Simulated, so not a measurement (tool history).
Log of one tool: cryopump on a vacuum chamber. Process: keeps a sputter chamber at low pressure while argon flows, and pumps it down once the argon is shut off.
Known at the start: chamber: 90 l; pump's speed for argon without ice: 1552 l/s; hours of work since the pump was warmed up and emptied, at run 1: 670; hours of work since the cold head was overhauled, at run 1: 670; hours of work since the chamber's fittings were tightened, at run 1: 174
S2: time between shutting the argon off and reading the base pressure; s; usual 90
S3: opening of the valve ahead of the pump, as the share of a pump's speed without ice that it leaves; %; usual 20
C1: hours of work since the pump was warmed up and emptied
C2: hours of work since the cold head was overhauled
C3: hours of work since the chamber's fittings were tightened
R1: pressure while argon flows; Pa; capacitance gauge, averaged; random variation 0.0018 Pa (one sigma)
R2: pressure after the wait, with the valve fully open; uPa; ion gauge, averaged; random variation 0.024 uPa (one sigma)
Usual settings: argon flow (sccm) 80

{"run": 1, "hour": 0.0, "argon flow (sccm)": 80, "S2": 90, "S3": 20, "C1": 670, "C2": 670, "C3": 174, "R1": 0.4581, "R2": 1.07}
{"run": 2, "hour": 20.2, "argon flow (sccm)": 80, "S2": 90, "S3": 20, "C1": 685, "C2": 685, "C3": 189, "R1": 0.4577, "R2": 1.1}
{"run": 3, "hour": 37.8, "argon flow (sccm)": 80, "S2": 90, "S3": 20, "C1": 698, "C2": 698, "C3": 202, "R1": 0.4576, "R2": 1.13}
{"run": 4, "hour": 56.2, "argon flow (sccm)": 80, "S2": 90, "S3": 20, "C1": 711, "C2": 711, "C3": 215, "R1": 0.4579, "R2": 1.13}
{"hour": 65.4, "done": "pump warmed up, emptied and cooled again"}
{"run": 5, "hour": 75.7, "argon flow (sccm)": 80, "S2": 90, "S3": 20, "C1": 8, "C2": 722, "C3": 226, "R1": 0.4387, "R2": 1.03}
{"run": 6, "hour": 99.5, "argon flow (sccm)": 80, "S2": 60, "S3": 20, "C1": 25, "C2": 740, "C3": 244, "R1": 0.4353, "R2": 1.4}
{"run": 7, "hour": 116.8, "argon flow (sccm)": 80, "S2": 60, "S3": 20, "C1": 38, "C2": 752, "C3": 256, "R1": 0.4393, "R2": 1.48}
{"run": 8, "hour": 128.7, "argon flow (sccm)": 80, "S2": 60, "S3": 17, "C1": 47, "C2": 761, "C3": 265, "R1": 0.5119, "R2": 1.47}
{"run": 9, "hour": 143.1, "argon flow (sccm)": 80, "S2": 90, "S3": 16, "C1": 58, "C2": 772, "C3": 276, "R1": 0.5462, "R2": 1.06}
{"run": 10, "hour": 155.2, "argon flow (sccm)": 80, "S2": 90, "S3": 20, "C1": 66, "C2": 781, "C3": 285, "R1": 0.4385, "R2": 1.12}
{"run": 11, "hour": 177.6, "argon flow (sccm)": 80, "S2": 90, "S3": 20, "C1": 83, "C2": 797, "C3": 301, "R1": 0.4407, "R2": 1.14}
{"run": 12, "hour": 192.1, "argon flow (sccm)": 80, "S2": 90, "S3": 20, "C1": 94, "C2": 808, "C3": 312, "R1": 0.4385, "R2": 1.11}
{"run": 13, "hour": 215.5, "argon flow (sccm)": 80, "S2": 90, "S3": 20, "C1": 111, "C2": 825, "C3": 329, "R1": 0.4431, "R2": 1.13}
{"run": 14, "hour": 234.0, "argon flow (sccm)": 148, "S2": 90, "S3": 20, "C1": 125, "C2": 839, "C3": 343, "R1": 0.8119, "R2": 1.15}
{"run": 15, "hour": 245.1, "argon flow (sccm)": 80, "S2": 90, "S3": 19, "C1": 133, "C2": 847, "C3": 351, "R1": 0.4623, "R2": 1.13}
{"run": 16, "hour": 260.4, "argon flow (sccm)": 80, "S2": 90, "S3": 19, "C1": 144, "C2": 859, "C3": 363, "R1": 0.4655, "R2": 1.16}
{"run": 17, "hour": 284.0, "argon flow (sccm)": 124, "S2": 90, "S3": 20, "C1": 162, "C2": 876, "C3": 380, "R1": 0.6855, "R2": 1.18}
{"run": 18, "hour": 307.0, "argon flow (sccm)": 80, "S2": 90, "S3": 20, "C1": 179, "C2": 893, "C3": 397, "R1": 0.4426, "R2": 1.2}
{"run": 19, "hour": 325.4, "argon flow (sccm)": 60, "S2": 29, "S3": 20, "C1": 192, "C2": 907, "C3": 411, "R1": 0.3308, "R2": 2.75}
{"run": 20, "hour": 350.6, "argon flow (sccm)": 80, "S2": 161, "S3": 44, "C1": 211, "C2": 925, "C3": 429, "R1": 0.2063, "R2": 0.91}
{"run": 21, "hour": 374.8, "argon flow (sccm)": 80, "S2": 161, "S3": 44, "C1": 229, "C2": 943, "C3": 447, "R1": 0.2071, "R2": 0.86}
{"run": 22, "hour": 389.8, "argon flow (sccm)": 105, "S2": 37, "S3": 59, "C1": 240, "C2": 954, "C3": 458, "R1": 0.2053, "R2": 2.29}
{"run": 23, "hour": 412.9, "argon flow (sccm)": 114, "S2": 90, "S3": 25, "C1": 257, "C2": 971, "C3": 475, "R1": 0.5075, "R2": 1.25}
{"run": 24, "hour": 425.9, "argon flow (sccm)": 38, "S2": 90, "S3": 34, "C1": 267, "C2": 981, "C3": 485, "R1": 0.1268, "R2": 1.26}
{"run": 25, "hour": 449.3, "argon flow (sccm)": 114, "S2": 41, "S3": 35, "C1": 284, "C2": 998, "C3": 502, "R1": 0.3704, "R2": 2.1}
{"run": 26, "hour": 473.7, "argon flow (sccm)": 80, "S2": 99, "S3": 25, "C1": 302, "C2": 1016, "C3": 520, "R1": 0.3608, "R2": 1.32}
{"run": 27, "hour": 485.7, "argon flow (sccm)": 39, "S2": 228, "S3": 28, "C1": 311, "C2": 1025, "C3": 529, "R1": 0.1582, "R2": 0.91}
{"run": 28, "hour": 507.6, "argon flow (sccm)": 39, "S2": 84, "S3": 28, "C1": 327, "C2": 1041, "C3": 545, "R1": 0.1578, "R2": 1.36}
{"run": 29, "hour": 523.0, "argon flow (sccm)": 39, "S2": 84, "S3": 28, "C1": 338, "C2": 1053, "C3": 557, "R1": 0.1583, "R2": 1.39}
{"run": 30, "hour": 534.3, "argon flow (sccm)": 159, "S2": 42, "S3": 37, "C1": 347, "C2": 1061, "C3": 565, "R1": 0.4899, "R2": 2.17}
{"run": 31, "hour": 558.3, "argon flow (sccm)": 159, "S2": 42, "S3": 30, "C1": 365, "C2": 1079, "C3": 583, "R1": 0.6084, "R2": 2.23}
{"run": 32, "hour": 574.2, "argon flow (sccm)": 159, "S2": 100, "S3": 32, "C1": 376, "C2": 1091, "C3": 595, "R1": 0.564, "R2": 1.32}
{"run": 33, "hour": 595.4, "argon flow (sccm)": 140, "S2": 187, "S3": 47, "C1": 392, "C2": 1106, "C3": 610, "R1": 0.349, "R2": 0.98}
{"run": 34, "hour": 614.8, "argon flow (sccm)": 87, "S2": 187, "S3": 22, "C1": 406, "C2": 1121, "C3": 625, "R1": 0.4468, "R2": 1.04}
{"run": 35, "hour": 638.0, "argon flow (sccm)": 37, "S2": 43, "S3": 20, "C1": 423, "C2": 1138, "C3": 642, "R1": 0.2088, "R2": 2.18}

Some steps in R1 between neighbouring runs. How much of each would the tool show without its hidden state too (settings, what came in, random variation), and how much is left for the hidden state, with any gauge scatter that isn't in both results?
The hidden state here: pump's speed, % of a pump's without ice; cold plate's temperature, K; leak into the chamber, uPa l/s; drift of the gauge itself on working_pa, %; drift of the gauge itself on base_upa, %.
Run 4 -> 5: pump warmed up, emptied and cooled again. R1 -0.0192 Pa: hidden state -0.0223, all else +0.0031.
Run 13 -> 14: argon flow (sccm) 80 -> 148. R1 +0.3688 Pa: hidden state +0.0048, all else +0.3640.
Run 14 -> 15: argon flow (sccm) 148 -> 80, S3 20 -> 19. R1 -0.3496 Pa: hidden state -0.0043, all else -0.3453.
Run 23 -> 24: argon flow (sccm) 114 -> 38, S3 25 -> 34. R1 -0.3807 Pa: hidden state -0.0088, all else -0.3719.
Run 24 -> 25: argon flow (sccm) 38 -> 114, S2 90 -> 41, S3 34 -> 35. R1 +0.2436 Pa: hidden state +0.0101, all else +0.2335.
Run 29 -> 30: argon flow (sccm) 39 -> 159, S2 84 -> 42, S3 28 -> 37. R1 +0.3316 Pa: hidden state +0.0185, all else +0.3131.

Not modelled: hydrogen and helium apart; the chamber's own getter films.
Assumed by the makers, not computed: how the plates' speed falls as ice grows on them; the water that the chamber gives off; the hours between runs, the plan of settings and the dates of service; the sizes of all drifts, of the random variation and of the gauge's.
